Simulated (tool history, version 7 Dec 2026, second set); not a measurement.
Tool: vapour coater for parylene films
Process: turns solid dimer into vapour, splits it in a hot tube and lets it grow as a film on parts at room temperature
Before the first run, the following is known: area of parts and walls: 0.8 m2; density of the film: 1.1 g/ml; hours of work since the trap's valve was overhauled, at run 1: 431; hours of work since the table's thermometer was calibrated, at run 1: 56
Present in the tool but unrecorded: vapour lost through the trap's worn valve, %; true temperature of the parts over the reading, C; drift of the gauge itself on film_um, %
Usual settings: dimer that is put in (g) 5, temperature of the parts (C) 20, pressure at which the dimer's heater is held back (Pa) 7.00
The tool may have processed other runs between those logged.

run	hour	dimer that is put in (g)	temperature of the parts (C)	pressure at which the dimer's heater is held back (Pa)	hours of work since the trap's valve was overhauled	hours of work since the table's thermometer was calibrated	thickness of the film (µm)
1	0.0	5	20	7.00	431	56	2.68
2	30.8	5	20	7.00	449	74	2.69
3	72.5	5	20	7.00	474	99	2.65
# hour 91.3: trap's valve overhauled
4	116.4	5	20	7.00	15	123	2.66
5	161.2	5	20	11.26	42	149	2.57
6	204.9	5	20	2.89	68	176	2.89
7	241.8	5	20	7.00	90	198	2.66
8	309.2	5	20	7.00	130	238	2.64
9	342.8	5	20	7.00	150	258	2.67
10	407.8	5	20	7.00	188	296	2.64
11	442.5	5	20	7.00	209	317	2.62
12	498.9	5	20	7.00	243	351	2.61
13	547.6	5	29	7.00	272	380	2.20
14	604.1	5	29	7.00	305	413	2.19
15	635.0	5	29	7.00	324	432	2.19
# hour 691.2: gauge calibrated
16	694.7	5	15	7.00	359	467	2.99
17	734.6	5	15	7.00	383	491	2.95
18	766.2	5	28	7.00	402	510	2.31
19	821.0	5	28	7.00	434	542	2.28
20	879.5	5	20	7.00	469	577	2.65
# hour 905.6: trap's valve overhauled
21	935.1	5	20	7.00	18	608	2.66
22	979.7	5	14	7.00	44	634	3.00
23	1013.2	5	14	7.00	64	654	3.00
24	1047.1	5	20	7.00	84	675	2.66
25	1107.3	5	20	6.14	120	710	2.67
26	1140.5	5	20	6.14	140	730	2.67
27	1175.9	5	20	6.14	161	751	2.66
28	1225.2	5	25	4.64	190	781	2.50
29	1260.3	2	20	7.99	211	801	1.04
30	1303.0	5	20	4.06	237	827	2.76
31	1366.3	5	14	3.60	274	865	3.14
32	1428.9	9	15	2.08	312	902	5.83
33	1476.8	5	12	2.17	340	930	3.43
34	1508.3	5	29	7.00	359	949	2.19
35	1535.3	4	16	3.55	375	965	2.38
36	1588.9	4	16	3.55	407	997	2.38
37	1636.0	4	20	3.83	435	1025	2.20
38	1701.8	4	20	9.82	474	1064	1.99
# hour 1719.8: trap's valve overhauled
39	1743.4	4	20	9.82	14	1087	2.01
40	1782.4	7	20	2.63	37	1110	3.96
41	1821.4	3	24	3.46	60	1133	1.54
42	1882.3	6	24	4.77	97	1169	2.93
43	1928.9	5	20	7.00	124	1197	2.56
44	1972.3	5	21	8.99	150	1223	2.44
45	2037.0	5	13	4.61	189	1261	3.03
# hour 2075.3: gauge calibrated
46	2080.1	7	27	7.00	214	1287	3.29
47	2119.5	5	20	2.64	238	1311	2.95

Describe how what the log doesn't record of the tool's condition differs between the last listed run preceding each entry between runs and the first listed run following it.
In the gap between runs 3 and 4: trap's valve overhauled (hour 91.3)
  vapour lost through the trap's worn valve, %: 0.4 -> 0; drift of the gauge itself on film_um, %: -0.31 -> -0.48
  measured minus no-state result, thickness of the film (µm): -0.02 -> -0.02
In the gap between runs 15 and 16: gauge calibrated (hour 691.2)
  drift of the gauge itself on film_um, %: -2.72 -> -0.01
  measured minus no-state result, thickness of the film (µm): -0.06 -> -0.01
In the gap between runs 20 and 21: trap's valve overhauled (hour 905.6)
  vapour lost through the trap's worn valve, %: 0.4 -> 0; drift of the gauge itself on film_um, %: -0.81 -> -1.03
  measured minus no-state result, thickness of the film (µm): -0.03 -> -0.03
In the gap between runs 38 and 39: trap's valve overhauled (hour 1719.8)
  vapour lost through the trap's worn valve, %: 0.4 -> 0; drift of the gauge itself on film_um, %: -4.34 -> -4.5
  measured minus no-state result, thickness of the film (µm): -0.09 -> -0.09
In the gap between runs 45 and 46: gauge calibrated (hour 2075.3)
  vapour lost through the trap's worn valve, %: 0.1 -> 0.2; drift of the gauge itself on film_um, %: -5.77 -> -0.02
  measured minus no-state result, thickness of the film (µm): -0.19 -> +0.00
